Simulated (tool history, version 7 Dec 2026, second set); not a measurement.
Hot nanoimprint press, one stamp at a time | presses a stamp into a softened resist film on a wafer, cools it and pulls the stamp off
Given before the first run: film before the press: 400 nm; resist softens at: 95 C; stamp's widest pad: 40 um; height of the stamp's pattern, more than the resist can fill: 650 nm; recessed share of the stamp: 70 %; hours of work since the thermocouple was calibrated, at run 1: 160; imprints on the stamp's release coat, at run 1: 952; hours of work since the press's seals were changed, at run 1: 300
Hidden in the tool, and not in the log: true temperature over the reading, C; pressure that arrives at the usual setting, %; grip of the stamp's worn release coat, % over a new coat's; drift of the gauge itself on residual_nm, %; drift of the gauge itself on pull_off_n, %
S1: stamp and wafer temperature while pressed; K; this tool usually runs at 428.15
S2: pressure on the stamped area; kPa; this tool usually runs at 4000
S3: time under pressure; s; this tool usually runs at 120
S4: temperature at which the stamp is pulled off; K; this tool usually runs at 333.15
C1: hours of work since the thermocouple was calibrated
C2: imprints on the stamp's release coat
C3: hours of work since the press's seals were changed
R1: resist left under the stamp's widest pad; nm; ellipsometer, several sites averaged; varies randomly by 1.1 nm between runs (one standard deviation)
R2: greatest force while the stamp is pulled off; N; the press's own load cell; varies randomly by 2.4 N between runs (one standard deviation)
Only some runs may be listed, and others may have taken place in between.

run	hour	S1	S2	S3	S4	C1	C2	C3	R1	R2
1	0.0	428.15	4000	120	333.15	160	952	300	167.6	172
2	39.0	428.15	4000	120	333.15	185	1043	324	168.3	169
3	77.8	428.15	4000	120	333.15	209	1133	349	167.6	174
4	97.5	428.15	4000	172	333.15	222	1179	361	146.0	176
5	130.1	428.15	4000	172	333.15	243	1255	382	149.9	184
# hour 140.7: stamp cleaned and given a new release coat
6	176.2	428.15	4000	172	333.15	268	82	407	150.7	150
7	217.4	428.15	5040	120	333.15	294	178	434	152.3	151
8	252.2	428.15	5040	120	333.15	316	259	456	153.1	154
9	281.3	428.15	5040	120	333.15	335	326	474	155.0	158
10	307.6	424.15	2900	120	333.15	351	388	491	239.4	158
11	337.4	437.15	2900	128	328.15	370	457	510	135.4	172
# hour 342.2: plate thermocouple calibrated
12	369.8	428.15	4000	120	319.15	17	525	528	184.4	198
13	404.9	428.15	4000	120	319.15	40	607	550	183.6	198
14	443.9	428.15	3200	82	333.15	64	697	575	231.1	168
# hour 467.3: plate thermocouple calibrated, once more
15	489.7	428.15	3200	82	333.15	14	797	602	205.1	160
16	527.7	428.15	3200	82	333.15	38	885	626	205.6	167
17	555.7	433.15	4650	97	330.15	56	950	644	129.8	180

Consider 4 possible next runs. They are alternatives, not a sequence: every one starts from the tool as it was left by run 17. What does each give?
A	594.1	428.15	4300	99	333.15	80	1040	668	?	?
B	594.1	438.15	4000	120	333.15	80	1040	668	?	?
C	594.1	433.15	4650	108	330.15	80	1040	668	?	?
D	594.1	434.15	4650	97	324.15	80	1040	668	?	?

run	R1	R2
A	166.6	172
B	105.1	172
C	123.3	176
D	123.4	188
What these runs would have given with no unlogged condition in the tool:
run	R1	R2
A	161.4	147
B	101.8	146
C	118.8	150
D	118.9	159
